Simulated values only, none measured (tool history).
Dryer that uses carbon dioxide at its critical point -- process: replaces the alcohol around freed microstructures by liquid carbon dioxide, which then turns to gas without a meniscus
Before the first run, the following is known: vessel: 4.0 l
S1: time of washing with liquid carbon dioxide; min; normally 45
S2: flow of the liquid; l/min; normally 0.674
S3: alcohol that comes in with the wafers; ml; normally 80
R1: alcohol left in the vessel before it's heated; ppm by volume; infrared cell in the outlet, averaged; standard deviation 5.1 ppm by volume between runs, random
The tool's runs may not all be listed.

Run 1, hour 0.0: usual settings. Result: R1 84 ppm by volume.
Run 2, hour 13.8: usual settings. Result: R1 87 ppm by volume.
Run 3, hour 29.8: usual settings. Result: R1 85 ppm by volume.
Run 4, hour 39.0: usual settings. Result: R1 83 ppm by volume.
Run 5, hour 49.2: usual settings. Result: R1 81 ppm by volume.
Run 6, hour 57.9: usual settings. Result: R1 82 ppm by volume.
Run 7, hour 68.1: usual settings but S2 0.919 l/min. Result: R1 17 ppm by volume.
Run 8, hour 77.7: usual settings but S2 0.537 l/min. Result: R1 257 ppm by volume.
Run 9, hour 96.1: usual settings but S2 0.537 l/min. Result: R1 263 ppm by volume.
Run 10, hour 110.8: usual settings but S2 0.537 l/min. Result: R1 270 ppm by volume.
Run 11, hour 120.8: usual settings but S1 41 min, S2 0.459 l/min, S3 98 ml. Result: R1 819 ppm by volume.
Run 12, hour 130.3: usual settings but S1 65 min, S2 0.459 l/min, S3 98 ml. Result: R1 133 ppm by volume.
Run 13, hour 146.7: usual settings but S2 0.743 l/min, S3 51 ml. Result: R1 45 ppm by volume.
Run 14, hour 159.5: usual settings but S2 0.743 l/min, S3 51 ml. Result: R1 52 ppm by volume.
Run 15, hour 173.0: usual settings but S1 29 min, S2 0.429 l/min, S3 83 ml. Result: R1 2257 ppm by volume.
Run 16, hour 186.7: usual settings but S1 42 min, S2 0.639 l/min, S3 99 ml. Result: R1 214 ppm by volume.
Run 17, hour 203.2: usual settings but S1 42 min, S2 0.639 l/min, S3 99 ml. Result: R1 218 ppm by volume.
Run 18, hour 212.0: usual settings but S1 28 min, S2 0.720 l/min, S3 99 ml. Result: R1 658 ppm by volume.
Run 19, hour 229.4: usual settings but S2 0.423 l/min. Result: R1 692 ppm by volume.

Measured result minus the same run's result without the hidden state. Both carry the same run-to-run variation, though not necessarily the same gauge scatter:
Hidden state at play: flow that reaches the vessel past the clogged filter, %; alcohol in the recycled carbon dioxide, ppm; drift of the gauge itself on alcohol_ppm, %.
run    R1
  1   +31
  2   +34
  3   +35
  4   +36
  5   +39
  6   +38
  7   +16
  8   +92
  9   +97
 10  +101
 11  +239
 12   +62
 13   +30
 14   +31
 15  +475
 16   +95
 17   +99
 18  +225
 19  +232
